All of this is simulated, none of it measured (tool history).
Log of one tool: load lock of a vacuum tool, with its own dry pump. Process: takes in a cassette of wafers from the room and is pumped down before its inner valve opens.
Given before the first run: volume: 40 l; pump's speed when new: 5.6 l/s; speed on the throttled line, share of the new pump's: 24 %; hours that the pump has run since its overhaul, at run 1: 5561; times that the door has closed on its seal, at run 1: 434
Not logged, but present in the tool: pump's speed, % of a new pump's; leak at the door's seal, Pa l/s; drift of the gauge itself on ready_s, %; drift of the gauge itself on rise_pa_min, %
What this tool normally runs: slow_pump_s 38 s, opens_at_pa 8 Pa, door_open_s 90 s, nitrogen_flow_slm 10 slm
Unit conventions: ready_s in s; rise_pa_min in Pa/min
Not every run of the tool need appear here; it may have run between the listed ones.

| run | day | slow_pump_s | opens_at_pa | door_open_s | nitrogen_flow_slm | hours that the pump has run since its overhaul | times that the door has closed on its seal | incoming humidity of the room's air, % | ready_s | rise_pa_min |
|---|---|---|---|---|---|---|---|---|---|---|
| 1 | 0.000 | 38 | 8 | 90 | 10 | 5561 | 434 | 43.8 | 104.0 | 0.062 |
| 2 | 6.554 | 23 | 8 | 90 | 10 | 5718 | 844 | 44.7 | 92.2 | 0.061 |
| 3 | 14.975 | 23 | 8 | 90 | 10 | 5920 | 1370 | 44.4 | 93.5 | 0.063 |
| 4 | 25.583 | 23 | 14 | 90 | 10 | 6175 | 2033 | 43.6 | 88.8 | 0.062 |
| 5 | 36.875 | 23 | 14 | 90 | 10 | 6446 | 2738 | 45.5 | 88.2 | 0.065 |
| 6 | 47.175 | 23 | 14 | 90 | 10 | 6693 | 3382 | 39.7 | 88.5 | 0.056 |
| 7 | 58.479 | 23 | 14 | 90 | 10 | 6964 | 4088 | 46.5 | 90.9 | 0.067 |
| 8 | 64.383 | 23 | 14 | 90 | 10 | 7106 | 4457 | 46.0 | 90.7 | 0.059 |
| 9 | 71.321 | 38 | 8 | 90 | 10 | 7273 | 4890 | 49.5 | 105.4 | 0.073 |
| 10 | 77.083 | 38 | 8 | 90 | 10 | 7411 | 5250 | 42.3 | 106.3 | 0.064 |
| 11 | 87.783 | 38 | 8 | 90 | 10 | 7668 | 5919 | 48.4 | 105.6 | 0.073 |
| 12 | 94.725 | 38 | 8 | 90 | 10 | 7834 | 6353 | 46.4 | 106.9 | 0.068 |
| 13 | 104.896 | 38 | 8 | 90 | 10 | 8078 | 6988 | 45.3 | 107.2 | 0.072 |
| 14 | 112.454 | 38 | 8 | 90 | 10 | 8260 | 7460 | 46.3 | 107.2 | 0.069 |
| 15 | 117.792 | 38 | 8 | 90 | 10 | 8388 | 7794 | 45.4 | 107.6 | 0.064 |
| 16 | 127.475 | 38 | 8 | 90 | 10 | 8620 | 8399 | 46.2 | 107.2 | 0.073 |
| 17 | 133.079 | 38 | 8 | 90 | 10 | 8755 | 8749 | 46.7 | 109.1 | 0.073 |
| 18 | 140.696 | 38 | 8 | 90 | 10 | 8938 | 9225 | 44.2 | 109.3 | 0.073 |
| 19 | 145.708 | 40 | 6 | 50 | 10 | 9058 | 9538 | 49.0 | 112.6 | 0.064 |
| 20 | 156.979 | 55 | 8 | 90 | 10 | 9328 | 10242 | 43.6 | 121.3 | 0.070 |
| 21 | 168.500 | 71 | 9 | 55 | 10 | 9605 | 10962 | 50.8 | 133.8 | 0.072 |
| 22 | 173.450 | 71 | 9 | 55 | 10 | 9724 | 11271 | 45.4 | 132.2 | 0.065 |
| 23 | 181.362 | 71 | 9 | 209 | 24 | 9914 | 11766 | 45.2 | 132.0 | 0.080 |
| 24 | 192.296 | 71 | 9 | 209 | 24 | 10176 | 12449 | 48.5 | 132.8 | 0.088 |
| 25 | 198.083 | 71 | 9 | 209 | 24 | 10315 | 12811 | 41.9 | 132.2 | 0.079 |
| 26 | 205.133 | 71 | 8 | 49 | 24 | 10484 | 13251 | 47.2 | 134.0 | 0.061 |
| 27 | 216.096 | 71 | 8 | 49 | 24 | 10747 | 13936 | 42.5 | 135.9 | 0.063 |
| 28 | 224.050 | 71 | 8 | 49 | 24 | 10938 | 14433 | 44.0 | 135.4 | 0.060 |
| 29 | 228.858 | 36 | 12 | 34 | 25 | 11054 | 14733 | 41.5 | 106.3 | 0.055 |
| 30 | 237.929 | 36 | 12 | 34 | 25 | 11271 | 15300 | 41.5 | 105.9 | 0.056 |
| 31 | 246.467 | 36 | 12 | 34 | 25 | 11476 | 15834 | 41.4 | 107.7 | 0.052 |
| 32 | 253.679 | 19 | 8 | 90 | 10 | 11649 | 16284 | 44.6 | 98.2 | 0.081 |
| 33 | 265.508 | 19 | 8 | 90 | 10 | 11933 | 17023 | 45.7 | 99.1 | 0.086 |
|  | 266.683 | dry pump taken out, an overhauled one fitted |
| 34 | 275.488 | 33 | 11 | 90 | 10 | 211 | 17631 | 45.3 | 91.5 | 0.088 |
| 35 | 283.729 | 38 | 8 | 90 | 6 | 409 | 18146 | 44.1 | 96.2 | 0.092 |
| 36 | 289.104 | 38 | 8 | 106 | 10 | 538 | 18482 | 44.9 | 97.9 | 0.094 |

Consider 5 possible next runs. They are alternatives, not a sequence: every one starts from the tool as it was left by run 36. What does each give?
| A | 294.200 | 38 | 8 | 39 | 8 | 660 | 18801 | 41.4 | ? | ? |
| B | 294.200 | 38 | 9 | 106 | 8 | 660 | 18801 | 43.3 | ? | ? |
| C | 294.200 | 59 | 11 | 90 | 20 | 660 | 18801 | 49.1 | ? | ? |
| D | 294.200 | 38 | 8 | 71 | 10 | 660 | 18801 | 43.8 | ? | ? |
| E | 294.200 | 38 | 7 | 90 | 4 | 660 | 18801 | 45.3 | ? | ? |

| run | ready_s | rise_pa_min |
|---|---|---|
| A | 97.5 | 0.071 |
| B | 97.5 | 0.094 |
| C | 110.6 | 0.086 |
| D | 97.0 | 0.084 |
| E | 98.1 | 0.106 |
Without the tool's unlogged condition, the same runs would have read:
| run | ready_s | rise_pa_min |
|---|---|---|
| A | 97.2 | 0.034 |
| B | 97.2 | 0.057 |
| C | 110.4 | 0.049 |
| D | 96.8 | 0.048 |
| E | 97.9 | 0.069 |

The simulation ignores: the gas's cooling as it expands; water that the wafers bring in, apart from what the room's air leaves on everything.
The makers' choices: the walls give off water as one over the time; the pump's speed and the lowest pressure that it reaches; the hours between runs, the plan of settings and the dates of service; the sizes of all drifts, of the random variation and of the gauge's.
